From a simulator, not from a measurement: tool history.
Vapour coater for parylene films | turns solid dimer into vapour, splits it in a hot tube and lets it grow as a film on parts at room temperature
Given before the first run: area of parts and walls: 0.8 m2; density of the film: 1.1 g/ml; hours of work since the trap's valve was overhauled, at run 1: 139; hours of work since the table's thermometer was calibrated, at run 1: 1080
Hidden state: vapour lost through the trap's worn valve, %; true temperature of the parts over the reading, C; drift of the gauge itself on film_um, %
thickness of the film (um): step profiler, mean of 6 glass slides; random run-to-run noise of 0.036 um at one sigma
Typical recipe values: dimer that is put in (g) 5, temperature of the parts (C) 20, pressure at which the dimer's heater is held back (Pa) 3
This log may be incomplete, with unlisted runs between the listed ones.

| run | hour | dimer that is put in (g) | temperature of the parts (C) | pressure at which the dimer's heater is held back (Pa) | hours of work since the trap's valve was overhauled | hours of work since the table's thermometer was calibrated | thickness of the film (um) |
|---|---|---|---|---|---|---|---|
| 1 | 0 | 5 | 20 | 3 | 139 | 1080 | 3.49 |
| 2 | 25.2 | 5 | 20 | 3 | 157 | 1099 | 3.42 |
| 3 | 77.5 | 5 | 27 | 3 | 196 | 1138 | 2.75 |
|  | 107.2 | trap's valve overhauled |
| 4 | 119.8 | 5 | 27 | 3 | 9 | 1166 | 2.99 |
| 5 | 169.4 | 5 | 27 | 3 | 46 | 1203 | 2.89 |
| 6 | 213.2 | 5 | 27 | 3 | 79 | 1236 | 2.82 |
|  | 216.7 | table's thermometer calibrated |
| 7 | 259.1 | 5 | 20 | 3 | 112 | 31 | 3.48 |
| 8 | 295.4 | 7 | 20 | 5.05 | 139 | 58 | 4.38 |
| 9 | 343.4 | 5 | 17 | 3 | 175 | 94 | 3.72 |
|  | 370.9 | table's thermometer calibrated, once more |
|  | 398.7 | trap's valve overhauled |
| 10 | 398.7 | 6 | 15 | 5.97 | 0 | 18 | 4.53 |
| 11 | 431.1 | 4 | 17 | 8.99 | 24 | 42 | 2.67 |
| 12 | 473.4 | 3 | 22 | 10.79 | 55 | 73 | 1.6 |
| 13 | 513.2 | 5 | 18 | 2.48 | 85 | 103 | 4 |
| 14 | 560.3 | 5 | 18 | 2.48 | 120 | 138 | 3.94 |

Each row is a separate what-if for the run after 14, all from the same tool condition, not one after another. Results?
| A | 591.9 | 9 | 20 | 3 | 143 | 161 | ? |
| B | 591.9 | 2 | 28 | 4.94 | 143 | 161 | ? |
| C | 591.9 | 5 | 17 | 3 | 143 | 161 | ? |
| D | 591.9 | 8 | 14 | 10.06 | 143 | 161 | ? |
| E | 591.9 | 3 | 18 | 2.48 | 143 | 161 | ? |

| run | thickness of the film (um) |
|---|---|
| A | 6.32 |
| B | 1 |
| C | 3.86 |
| D | 5.35 |
| E | 2.31 |
With the hidden condition removed and each run's random variation left untouched, the same runs would have given:
| run | thickness of the film (um) |
|---|---|
| A | 6.74 |
| B | 1.07 |
| C | 4.12 |
| D | 5.71 |
| E | 2.46 |
